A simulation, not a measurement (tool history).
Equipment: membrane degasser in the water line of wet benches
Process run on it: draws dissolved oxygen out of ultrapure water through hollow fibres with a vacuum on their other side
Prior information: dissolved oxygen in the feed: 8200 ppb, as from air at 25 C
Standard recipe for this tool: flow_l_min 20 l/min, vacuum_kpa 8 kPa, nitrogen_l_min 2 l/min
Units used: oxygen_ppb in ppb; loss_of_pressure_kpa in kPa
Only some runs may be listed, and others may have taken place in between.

Run 1, day 0: usual settings. Result: oxygen_ppb 172.5 ppb, loss_of_pressure_kpa 42.27 kPa.
Run 2, day 1.521: usual settings. Result: oxygen_ppb 174 ppb, loss_of_pressure_kpa 41.89 kPa.
Run 3, day 3.767: usual settings. Result: oxygen_ppb 171.4 ppb, loss_of_pressure_kpa 42.1 kPa.
Run 4, day 5.829: usual settings but nitrogen_l_min 4.63 l/min. Result: oxygen_ppb 110 ppb, loss_of_pressure_kpa 41.78 kPa.
Run 5, day 7.267: usual settings but nitrogen_l_min 4.63 l/min. Result: oxygen_ppb 111.2 ppb, loss_of_pressure_kpa 41.95 kPa.
Run 6, day 8.925: usual settings but nitrogen_l_min 4.63 l/min. Result: oxygen_ppb 111.1 ppb, loss_of_pressure_kpa 41.75 kPa.
Run 7, day 10.042: usual settings. Result: oxygen_ppb 176.1 ppb, loss_of_pressure_kpa 41.62 kPa.
Run 8, day 12.742: usual settings. Result: oxygen_ppb 169.1 ppb, loss_of_pressure_kpa 41.35 kPa.
Run 9, day 14.517: usual settings. Result: oxygen_ppb 174.7 ppb, loss_of_pressure_kpa 41.31 kPa.
Run 10, day 17.021: usual settings. Result: oxygen_ppb 170.6 ppb, loss_of_pressure_kpa 41.15 kPa.
Run 11, day 18.192: usual settings but flow_l_min 28 l/min, vacuum_kpa 5.18 kPa. Result: oxygen_ppb 261.1 ppb, loss_of_pressure_kpa 58.14 kPa.
Run 12, day 19.812: usual settings but flow_l_min 28 l/min, vacuum_kpa 5.18 kPa, nitrogen_l_min 1.28 l/min. Result: oxygen_ppb 296.5 ppb, loss_of_pressure_kpa 57.91 kPa.
Run 13, day 21.042: usual settings but flow_l_min 28 l/min, vacuum_kpa 5.18 kPa, nitrogen_l_min 1.28 l/min. Result: oxygen_ppb 294.3 ppb, loss_of_pressure_kpa 57.76 kPa.
Run 14, day 22.275: usual settings but flow_l_min 28 l/min, vacuum_kpa 5.18 kPa, nitrogen_l_min 1.28 l/min. Result: oxygen_ppb 295.6 ppb, loss_of_pressure_kpa 57.6 kPa.
At day 24.075: vacuum gauge calibrated.
Run 15, day 24.429: usual settings but flow_l_min 15 l/min, vacuum_kpa 15.04 kPa, nitrogen_l_min 4.32 l/min. Result: oxygen_ppb 117.3 ppb, loss_of_pressure_kpa 30.77 kPa.
Run 16, day 26.746: usual settings but flow_l_min 25 l/min. Result: oxygen_ppb 273.8 ppb, loss_of_pressure_kpa 51.22 kPa.
Run 17, day 28.662: usual settings but flow_l_min 16 l/min, vacuum_kpa 10.58 kPa, nitrogen_l_min 5.58 l/min. Result: oxygen_ppb 73.4 ppb, loss_of_pressure_kpa 32.92 kPa.
At day 29.908: gauge calibrated.
Run 18, day 30.008: usual settings but flow_l_min 16 l/min, vacuum_kpa 6.49 kPa, nitrogen_l_min 0.84 l/min. Result: oxygen_ppb 160.8 ppb, loss_of_pressure_kpa 33.73 kPa.
Run 19, day 32.062: usual settings but flow_l_min 16 l/min, vacuum_kpa 6.49 kPa, nitrogen_l_min 0.84 l/min. Result: oxygen_ppb 160 ppb, loss_of_pressure_kpa 33.61 kPa.

The same runs without the tool's hidden state, with the same run-to-run variation:
Hidden state at play: membrane still open, %; true pressure behind the membrane over the reading, kPa; air that leaks in behind the membrane, l/min; drift of the gauge itself on oxygen_ppb, %; drift of the gauge itself on loss_of_pressure_kpa, %.
run  loss_of_pressure_kpa
  1                 42.27
  2                 41.95
  3                 42.25
  4                 42.01
  5                 42.24
  6                 42.12
  7                 42.02
  8                 41.86
  9                 41.89
 10                 41.84
 11                 59.17
 12                 59.04
 13                 58.95
 14                 58.86
 15                 31.51
 16                 52.57
 17                 33.85
 18                 33.73
 19                 33.68
oxygen_ppb: at most 0.2 ppb away from the measurement, every run.
